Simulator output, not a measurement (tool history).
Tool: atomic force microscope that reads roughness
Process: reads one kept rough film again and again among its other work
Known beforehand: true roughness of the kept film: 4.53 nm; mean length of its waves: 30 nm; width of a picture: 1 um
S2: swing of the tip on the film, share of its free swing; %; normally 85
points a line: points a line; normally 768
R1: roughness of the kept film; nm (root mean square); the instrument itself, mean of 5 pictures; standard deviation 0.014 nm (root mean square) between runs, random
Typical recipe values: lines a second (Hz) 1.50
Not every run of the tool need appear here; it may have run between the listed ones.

Run 1, hour 0.0: usual settings. Result: R1 2.952 nm (root mean square).
Run 2, hour 8.0: usual settings. Result: R1 2.827 nm (root mean square).
At hour 13.8: new tip fitted.
Run 3, hour 15.7: usual settings but lines a second (Hz) 2.54. Result: R1 3.127 nm (root mean square).
Run 4, hour 25.5: usual settings but lines a second (Hz) 2.54. Result: R1 2.995 nm (root mean square).
Run 5, hour 35.4: usual settings but lines a second (Hz) 2.54. Result: R1 2.832 nm (root mean square).
Run 6, hour 43.8: usual settings. Result: R1 2.842 nm (root mean square).
At hour 50.2: new tip fitted.
Run 7, hour 53.3: usual settings. Result: R1 3.314 nm (root mean square).
Run 8, hour 61.8: usual settings but points a line 314. Result: R1 3.104 nm (root mean square).
Run 9, hour 69.7: usual settings but points a line 314. Result: R1 2.950 nm (root mean square).
Run 10, hour 79.3: usual settings but lines a second (Hz) 1.48, S2 58 %, points a line 367. Result: R1 3.066 nm (root mean square).
At hour 86.3: new tip fitted.
Run 11, hour 89.6: usual settings but lines a second (Hz) 2.11, S2 87 %, points a line 699. Result: R1 3.104 nm (root mean square).
Run 12, hour 100.3: usual settings but lines a second (Hz) 2.01, S2 67 %. Result: R1 3.252 nm (root mean square).
Run 13, hour 107.7: usual settings but lines a second (Hz) 2.01, S2 67 %. Result: R1 3.127 nm (root mean square).
Run 14, hour 115.8: usual settings but lines a second (Hz) 0.67. Result: R1 3.001 nm (root mean square).
At hour 122.4: new tip fitted.
Run 15, hour 122.9: usual settings but lines a second (Hz) 2.25, S2 61 %, points a line 845. Result: R1 3.618 nm (root mean square).
Run 16, hour 128.0: usual settings but S2 62 %, points a line 818. Result: R1 3.536 nm (root mean square).

3 options for the next run, each taken on its own from the tool as it stands now. Forecast them:
Run A, hour 135.0: usual settings but lines a second (Hz) 0.75, S2 59 %, points a line 288. Result: R1 ?.
Run B, hour 135.0: usual settings but S2 62 %, points a line 642. Result: R1 ?.
Run C, hour 135.0: usual settings but lines a second (Hz) 1.87. Result: R1 ?.

run     R1
  A  3.404
  B  3.401
  C  3.088
With no hidden state in the tool, these same runs would have given:
run     R1
  A  3.678
  B  3.674
  C  3.337
